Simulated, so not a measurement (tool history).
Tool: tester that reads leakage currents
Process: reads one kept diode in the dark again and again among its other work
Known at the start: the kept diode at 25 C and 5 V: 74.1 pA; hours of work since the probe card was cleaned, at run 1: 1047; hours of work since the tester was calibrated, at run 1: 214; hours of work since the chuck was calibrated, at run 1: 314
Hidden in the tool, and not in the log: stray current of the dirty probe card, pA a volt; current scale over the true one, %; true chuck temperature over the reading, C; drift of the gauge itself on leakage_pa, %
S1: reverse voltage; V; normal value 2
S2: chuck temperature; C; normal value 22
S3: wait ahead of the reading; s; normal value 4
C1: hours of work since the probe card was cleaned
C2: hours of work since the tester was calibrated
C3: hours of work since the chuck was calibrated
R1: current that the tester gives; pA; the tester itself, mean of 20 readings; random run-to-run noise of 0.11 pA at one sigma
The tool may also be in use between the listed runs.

{"run": 1, "day": 0.0, "S1": 2, "S2": 22, "S3": 4, "C1": 1047, "C2": 214, "C3": 314, "R1": 34.74}
{"run": 2, "day": 0.796, "S1": 2, "S2": 22, "S3": 4, "C1": 1059, "C2": 226, "C3": 326, "R1": 34.71}
{"run": 3, "day": 1.662, "S1": 2, "S2": 22, "S3": 4, "C1": 1072, "C2": 239, "C3": 339, "R1": 34.71}
{"run": 4, "day": 2.638, "S1": 2, "S2": 22, "S3": 1.24, "C1": 1086, "C2": 253, "C3": 353, "R1": 35.02}
{"run": 5, "day": 3.483, "S1": 2, "S2": 24, "S3": 4, "C1": 1099, "C2": 266, "C3": 366, "R1": 41.65}
{"run": 6, "day": 4.075, "S1": 2, "S2": 24, "S3": 4, "C1": 1108, "C2": 275, "C3": 375, "R1": 41.58}
{"run": 7, "day": 4.996, "S1": 2, "S2": 22, "S3": 4, "C1": 1121, "C2": 288, "C3": 388, "R1": 34.67}
{"run": 8, "day": 6.2, "S1": 2, "S2": 27, "S3": 4, "C1": 1139, "C2": 306, "C3": 406, "R1": 54.31}
{"run": 9, "day": 6.938, "S1": 2, "S2": 27, "S3": 4, "C1": 1150, "C2": 317, "C3": 417, "R1": 54.28}
{"run": 10, "day": 7.621, "S1": 3.24, "S2": 22, "S3": 4, "C1": 1160, "C2": 327, "C3": 427, "R1": 46.48}
{"run": 11, "day": 8.671, "S1": 3.24, "S2": 22, "S3": 4, "C1": 1176, "C2": 343, "C3": 443, "R1": 46.07}
{"run": 12, "day": 9.371, "S1": 3.24, "S2": 22, "S3": 4, "C1": 1186, "C2": 353, "C3": 453, "R1": 45.87}
{"run": 13, "day": 10.588, "S1": 2, "S2": 22, "S3": 4, "C1": 1204, "C2": 371, "C3": 471, "R1": 34.88}
{"run": 14, "day": 11.738, "S1": 2, "S2": 22, "S3": 4, "C1": 1221, "C2": 388, "C3": 488, "R1": 34.97}
{"run": 15, "day": 12.371, "S1": 2, "S2": 22, "S3": 4, "C1": 1231, "C2": 398, "C3": 498, "R1": 35.07}
{"run": 16, "day": 13.108, "S1": 2, "S2": 22, "S3": 4, "C1": 1242, "C2": 409, "C3": 509, "R1": 34.97}
{"run": 17, "day": 14.429, "S1": 2, "S2": 22, "S3": 4, "C1": 1261, "C2": 428, "C3": 528, "R1": 35}
{"run": 18, "day": 15.683, "S1": 2, "S2": 22, "S3": 4, "C1": 1280, "C2": 447, "C3": 547, "R1": 35.22}
{"run": 19, "day": 16.896, "S1": 2, "S2": 22, "S3": 4, "C1": 1298, "C2": 465, "C3": 565, "R1": 35.2}
{"run": 20, "day": 17.712, "S1": 2, "S2": 22, "S3": 4, "C1": 1310, "C2": 477, "C3": 577, "R1": 35.3}
{"run": 21, "day": 18.296, "S1": 2, "S2": 22, "S3": 4, "C1": 1319, "C2": 486, "C3": 586, "R1": 35.38}
{"run": 22, "day": 19.212, "S1": 1.26, "S2": 22, "S3": 4, "C1": 1332, "C2": 499, "C3": 599, "R1": 27.01}
{"run": 23, "day": 20.354, "S1": 1.71, "S2": 37, "S3": 1.06, "C1": 1349, "C2": 516, "C3": 616, "R1": 118.55}
{"run": 24, "day": 21.542, "S1": 1.21, "S2": 28, "S3": 0.4, "C1": 1367, "C2": 534, "C3": 634, "R1": 45.37}
{"run": 25, "day": 22.262, "S1": 1.21, "S2": 28, "S3": 0.4, "C1": 1378, "C2": 545, "C3": 645, "R1": 45.95}
{"run": 26, "day": 22.925, "S1": 2, "S2": 44, "S3": 4, "C1": 1387, "C2": 554, "C3": 654, "R1": 229.7}
{"run": 27, "day": 23.975, "S1": 3.05, "S2": 39, "S3": 4, "C1": 1403, "C2": 570, "C3": 670, "R1": 195.29}
{"run": 28, "day": 24.662, "S1": 3.05, "S2": 39, "S3": 4, "C1": 1413, "C2": 580, "C3": 680, "R1": 196.09}
{"run": 29, "day": 25.921, "S1": 14.38, "S2": 33, "S3": 0.48, "C1": 1432, "C2": 599, "C3": 699, "R1": 297.78}
{"run": 30, "day": 26.988, "S1": 14.38, "S2": 47, "S3": 0.48, "C1": 1448, "C2": 615, "C3": 715, "R1": 915.7}
{"run": 31, "day": 28.15, "S1": 14.38, "S2": 22, "S3": 0.48, "C1": 1465, "C2": 632, "C3": 732, "R1": 120.7}
{"run": 32, "day": 28.833, "S1": 14.38, "S2": 22, "S3": 0.48, "C1": 1475, "C2": 642, "C3": 742, "R1": 120.29}
{"run": 33, "day": 30.108, "S1": 14.38, "S2": 22, "S3": 0.48, "C1": 1494, "C2": 661, "C3": 761, "R1": 120.42}

What will run 34 give?
{"run": 34, "day": 31.025, "S1": 14.38, "S2": 22, "S3": 0.48, "C1": 1508, "C2": 675, "C3": 775, "R1": "?"}

{"run 34": {"R1": 120.97}}
Without the tool's hidden state the same run would have given R1 110.39 pA.
